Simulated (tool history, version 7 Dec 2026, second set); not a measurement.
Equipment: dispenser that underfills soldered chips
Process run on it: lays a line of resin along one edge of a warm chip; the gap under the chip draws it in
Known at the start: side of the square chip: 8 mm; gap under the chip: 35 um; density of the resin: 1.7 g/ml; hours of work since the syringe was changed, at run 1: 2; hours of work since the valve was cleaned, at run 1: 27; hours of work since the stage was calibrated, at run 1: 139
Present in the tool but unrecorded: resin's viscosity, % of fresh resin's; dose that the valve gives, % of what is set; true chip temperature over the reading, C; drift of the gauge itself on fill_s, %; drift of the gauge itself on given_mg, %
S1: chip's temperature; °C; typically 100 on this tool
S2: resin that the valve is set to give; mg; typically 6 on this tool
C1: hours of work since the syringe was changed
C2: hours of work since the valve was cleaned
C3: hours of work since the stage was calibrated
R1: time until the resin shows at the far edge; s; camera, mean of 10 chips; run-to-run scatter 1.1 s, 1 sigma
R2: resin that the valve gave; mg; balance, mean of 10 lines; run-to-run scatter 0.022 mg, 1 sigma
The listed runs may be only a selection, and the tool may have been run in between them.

{"run": 1, "hour": 0.0, "S1": 100, "S2": 6, "C1": 2, "C2": 27, "C3": 139, "R1": 109.3, "R2": 5.94}
{"run": 2, "hour": 3.7, "S1": 100, "S2": 6, "C1": 4, "C2": 29, "C3": 141, "R1": 127, "R2": 5.93}
{"run": 3, "hour": 9.9, "S1": 100, "S2": 6, "C1": 8, "C2": 33, "C3": 145, "R1": 158.8, "R2": 5.92}
{"run": 4, "hour": 12.8, "S1": 100, "S2": 6, "C1": 10, "C2": 35, "C3": 147, "R1": 175.8, "R2": 5.89}
{"hour": 15.2, "done": "new syringe of resin"}
{"run": 5, "hour": 19.2, "S1": 100, "S2": 6, "C1": 3, "C2": 39, "C3": 151, "R1": 115, "R2": 5.92}
{"run": 6, "hour": 22.6, "S1": 100, "S2": 5.87, "C1": 5, "C2": 41, "C3": 154, "R1": 130.8, "R2": 5.76}
{"run": 7, "hour": 25.7, "S1": 100, "S2": 6, "C1": 7, "C2": 43, "C3": 156, "R1": 151.3, "R2": 5.91}
{"hour": 32.5, "done": "new syringe of resin"}
{"run": 8, "hour": 32.5, "S1": 100, "S2": 6, "C1": 0, "C2": 48, "C3": 160, "R1": 97.7, "R2": 5.89}
{"run": 9, "hour": 37.4, "S1": 100, "S2": 6, "C1": 3, "C2": 51, "C3": 163, "R1": 123.1, "R2": 5.88}
{"run": 10, "hour": 40.8, "S1": 91, "S2": 6, "C1": 5, "C2": 53, "C3": 165, "R1": 180.1, "R2": 5.89}
{"run": 11, "hour": 47.2, "S1": 91, "S2": 6, "C1": 10, "C2": 57, "C3": 170, "R1": 233.9, "R2": 5.9}
{"hour": 49.9, "done": "new syringe of resin"}
{"run": 12, "hour": 54.0, "S1": 91, "S2": 6, "C1": 3, "C2": 62, "C3": 174, "R1": 158.7, "R2": 5.87}
{"run": 13, "hour": 59.8, "S1": 100, "S2": 6, "C1": 6, "C2": 65, "C3": 178, "R1": 146.3, "R2": 5.88}
{"run": 14, "hour": 64.9, "S1": 100, "S2": 6, "C1": 10, "C2": 69, "C3": 181, "R1": 181, "R2": 5.87}
{"hour": 67.2, "done": "new syringe of resin"}
{"run": 15, "hour": 69.0, "S1": 100, "S2": 6, "C1": 1, "C2": 71, "C3": 183, "R1": 105.7, "R2": 5.86}
{"hour": 72.1, "done": "dispensing valve cleaned and set on the balance"}
{"run": 16, "hour": 76.9, "S1": 100, "S2": 6, "C1": 6, "C2": 3, "C3": 188, "R1": 137.5, "R2": 5.95}
{"run": 17, "hour": 82.3, "S1": 100, "S2": 6, "C1": 9, "C2": 7, "C3": 192, "R1": 170.7, "R2": 5.98}
{"hour": 85.6, "done": "new syringe of resin"}
{"run": 18, "hour": 87.0, "S1": 100, "S2": 6, "C1": 1, "C2": 10, "C3": 194, "R1": 102.6, "R2": 5.99}
{"run": 19, "hour": 93.4, "S1": 108, "S2": 7.14, "C1": 5, "C2": 14, "C3": 199, "R1": 102.4, "R2": 7.11}
{"run": 20, "hour": 96.4, "S1": 108, "S2": 7.14, "C1": 7, "C2": 16, "C3": 201, "R1": 114.9, "R2": 7.1}
{"run": 21, "hour": 100.6, "S1": 108, "S2": 7.14, "C1": 10, "C2": 19, "C3": 203, "R1": 133, "R2": 7.05}
{"hour": 103.1, "done": "new syringe of resin"}
{"run": 22, "hour": 107.9, "S1": 89, "S2": 6.41, "C1": 3, "C2": 23, "C3": 208, "R1": 166.1, "R2": 6.32}
{"run": 23, "hour": 111.1, "S1": 112, "S2": 6.84, "C1": 5, "C2": 25, "C3": 210, "R1": 94.2, "R2": 6.73}
{"run": 24, "hour": 114.8, "S1": 93, "S2": 5.1, "C1": 8, "C2": 28, "C3": 212, "R1": 196, "R2": 5}
{"hour": 120.4, "done": "new syringe of resin"}
{"run": 25, "hour": 121.4, "S1": 105, "S2": 7.55, "C1": 1, "C2": 32, "C3": 217, "R1": 84.8, "R2": 7.43}
{"run": 26, "hour": 126.7, "S1": 111, "S2": 6.21, "C1": 4, "C2": 35, "C3": 220, "R1": 87.4, "R2": 6.09}
{"run": 27, "hour": 132.4, "S1": 89, "S2": 6.21, "C1": 8, "C2": 39, "C3": 224, "R1": 211.7, "R2": 6.08}
{"run": 28, "hour": 136.9, "S1": 89, "S2": 6.21, "C1": 11, "C2": 42, "C3": 227, "R1": 252.7, "R2": 6.1}
{"hour": 138.1, "done": "new syringe of resin"}
{"run": 29, "hour": 143.1, "S1": 109, "S2": 5.7, "C1": 3, "C2": 46, "C3": 231, "R1": 92.7, "R2": 5.63}
{"run": 30, "hour": 147.9, "S1": 102, "S2": 7.57, "C1": 6, "C2": 49, "C3": 234, "R1": 131.5, "R2": 7.43}
{"run": 31, "hour": 151.9, "S1": 102, "S2": 5.54, "C1": 9, "C2": 52, "C3": 236, "R1": 159, "R2": 5.4}
{"hour": 155.5, "done": "new syringe of resin"}
{"run": 32, "hour": 157.0, "S1": 102, "S2": 5.54, "C1": 1, "C2": 55, "C3": 240, "R1": 100.8, "R2": 5.44}
{"run": 33, "hour": 161.1, "S1": 97, "S2": 6.24, "C1": 4, "C2": 58, "C3": 242, "R1": 132.4, "R2": 6.11}
{"run": 34, "hour": 165.1, "S1": 97, "S2": 6.24, "C1": 6, "C2": 60, "C3": 245, "R1": 155.1, "R2": 6.07}
{"run": 35, "hour": 168.5, "S1": 97, "S2": 6.51, "C1": 9, "C2": 62, "C3": 247, "R1": 178.4, "R2": 6.3}

How would selected steps in R1 from run to run divide? Give the signed amount a tool lacking its hidden state would still show from settings, what came in and random variation, and the signed amount left for the hidden state, including any gauge scatter that is not in both of the compared results.
Run 11 -> 12: new syringe of resin. R1 -75.2 s: hidden state -75.4, all else +0.2.
Run 14 -> 15: new syringe of resin. R1 -75.3 s: hidden state -73.7, all else -1.6.
Run 24 -> 25: S1 93 -> 105, S2 5.1 -> 7.55, new syringe of resin. R1 -111.2 s: hidden state -68.2, all else -43.
Run 26 -> 27: S1 111 -> 89. R1 +124.3 s: hidden state +53.9, all else +70.4.
Run 28 -> 29: S1 89 -> 109, S2 6.21 -> 5.7, new syringe of resin. R1 -160 s: hidden state -94.8, all else -65.2.

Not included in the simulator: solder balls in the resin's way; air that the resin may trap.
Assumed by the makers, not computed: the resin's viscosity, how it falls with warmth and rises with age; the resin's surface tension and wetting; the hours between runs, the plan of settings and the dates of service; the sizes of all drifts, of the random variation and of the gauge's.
